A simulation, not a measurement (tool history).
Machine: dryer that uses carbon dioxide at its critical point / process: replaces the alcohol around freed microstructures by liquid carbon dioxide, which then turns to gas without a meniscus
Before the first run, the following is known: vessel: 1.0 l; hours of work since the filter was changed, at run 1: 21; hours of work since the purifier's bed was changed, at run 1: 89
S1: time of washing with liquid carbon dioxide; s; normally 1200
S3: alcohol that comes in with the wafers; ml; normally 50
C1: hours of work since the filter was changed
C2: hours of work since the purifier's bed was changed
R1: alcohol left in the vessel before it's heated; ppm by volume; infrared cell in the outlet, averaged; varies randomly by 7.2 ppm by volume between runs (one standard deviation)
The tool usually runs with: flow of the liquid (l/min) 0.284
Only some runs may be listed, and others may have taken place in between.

Run 1, day 0: usual settings; C1 21; C2 89. Result: R1 427 ppm by volume.
Run 2, day 0.379: usual settings; C1 26; C2 93. Result: R1 425 ppm by volume.
Run 3, day 0.871: usual settings; C1 32; C2 99. Result: R1 453 ppm by volume.
Run 4, day 1.267: usual settings but S1 960 s; C1 36; C2 104. Result: R1 1099 ppm by volume.
Run 5, day 1.679: usual settings but flow of the liquid (l/min) 0.303; C1 41; C2 109. Result: R1 342 ppm by volume.
Run 6, day 2.042: usual settings but S1 1140 s; C1 46; C2 114. Result: R1 588 ppm by volume.
Run 7, day 2.379: usual settings but S3 90 ml; C1 50; C2 118. Result: R1 810 ppm by volume.
Run 8, day 2.883: usual settings but S3 90 ml; C1 56; C2 124. Result: R1 822 ppm by volume.
Run 9, day 3.512: usual settings but S1 1080 s; C1 64; C2 131. Result: R1 775 ppm by volume.
Run 10, day 3.933: usual settings but S1 1080 s; C1 69; C2 136. Result: R1 783 ppm by volume.
Run 11, day 4.654: usual settings but S1 1080 s; C1 77; C2 145. Result: R1 803 ppm by volume.
Run 12, day 5.233: usual settings but S1 1080 s; C1 84; C2 152. Result: R1 853 ppm by volume.
Run 13, day 5.704: usual settings but S1 1080 s, S3 70 ml; C1 90; C2 158. Result: R1 1139 ppm by volume.
Run 14, day 6.254: usual settings; C1 97; C2 164. Result: R1 575 ppm by volume.
Run 15, day 6.833: usual settings; C1 104; C2 171. Result: R1 586 ppm by volume.
Run 16, day 7.292: usual settings but S1 1920 s; C1 109; C2 177. Result: R1 119 ppm by volume.
Run 17, day 7.883: usual settings but S1 1260 s, flow of the liquid (l/min) 0.198; C1 116; C2 184. Result: R1 2002 ppm by volume.
Run 18, day 8.542: usual settings but S1 840 s, flow of the liquid (l/min) 0.26, S3 29 ml; C1 124; C2 192. Result: R1 1680 ppm by volume.
Run 19, day 9.075: usual settings but S1 1620 s, flow of the liquid (l/min) 0.261, S3 27 ml; C1 131; C2 199. Result: R1 197 ppm by volume.
Run 20, day 9.396: usual settings but S1 720 s, flow of the liquid (l/min) 0.244, S3 30 ml; C1 135; C2 202. Result: R1 3234 ppm by volume.
Run 21, day 9.867: usual settings but S1 1560 s, flow of the liquid (l/min) 0.251, S3 34 ml; C1 140; C2 208. Result: R1 306 ppm by volume.
Run 22, day 10.5: usual settings but S1 1560 s, flow of the liquid (l/min) 0.251, S3 34 ml; C1 148; C2 216. Result: R1 318 ppm by volume.
Run 23, day 10.892: usual settings but S1 1440 s; C1 153; C2 221. Result: R1 343 ppm by volume.
Run 24, day 11.529: usual settings but S3 32 ml; C1 160; C2 228. Result: R1 512 ppm by volume.
Run 25, day 11.983: usual settings but S1 1080 s, flow of the liquid (l/min) 0.254, S3 41 ml; C1 166; C2 234. Result: R1 1322 ppm by volume.
Run 26, day 12.304: usual settings but flow of the liquid (l/min) 0.247; C1 170; C2 238. Result: R1 1316 ppm by volume.
Run 27, day 12.929: usual settings but flow of the liquid (l/min) 0.247, S3 45 ml; C1 177; C2 245. Result: R1 1203 ppm by volume.
Run 28, day 13.383: usual settings but S1 1140 s, flow of the liquid (l/min) 0.172, S3 59 ml; C1 183; C2 251. Result: R1 5445 ppm by volume.
Run 29, day 14.008: usual settings but S1 1440 s, flow of the liquid (l/min) 0.302, S3 20 ml; C1 190; C2 258. Result: R1 200 ppm by volume.
At day 14.312: inlet filter changed.
Run 30, day 14.662: usual settings but S1 1440 s, flow of the liquid (l/min) 0.302, S3 20 ml; C1 4; C2 266. Result: R1 162 ppm by volume.
Run 31, day 15.004: usual settings but S1 1080 s, flow of the liquid (l/min) 0.47; C1 8; C2 270. Result: R1 149 ppm by volume.

Pick out some run-to-run changes in R1. Of each, how much would a tool without hidden state show as well, from the settings, what came in and chance, and how much is left for the hidden state and any gauge scatter not in both results compared?
Hidden conditions of the tool in this case: flow that reaches the vessel past the clogged filter, %; alcohol in the recycled carbon dioxide, ppm; drift of the gauge itself on alcohol_ppm, %.
Run 19 -> 20: S1 1620 -> 720, flow of the liquid (l/min) 0.261 -> 0.244, S3 27 -> 30. R1 +3037 ppm by volume: hidden state +675, all else +2362.
Run 27 -> 28: S1 1200 -> 1140, flow of the liquid (l/min) 0.247 -> 0.172, S3 45 -> 59. R1 +4242 ppm by volume: hidden state +1210, all else +3032.
Run 28 -> 29: S1 1140 -> 1440, flow of the liquid (l/min) 0.172 -> 0.302, S3 59 -> 20. R1 -5245 ppm by volume: hidden state -1631, all else -3614.
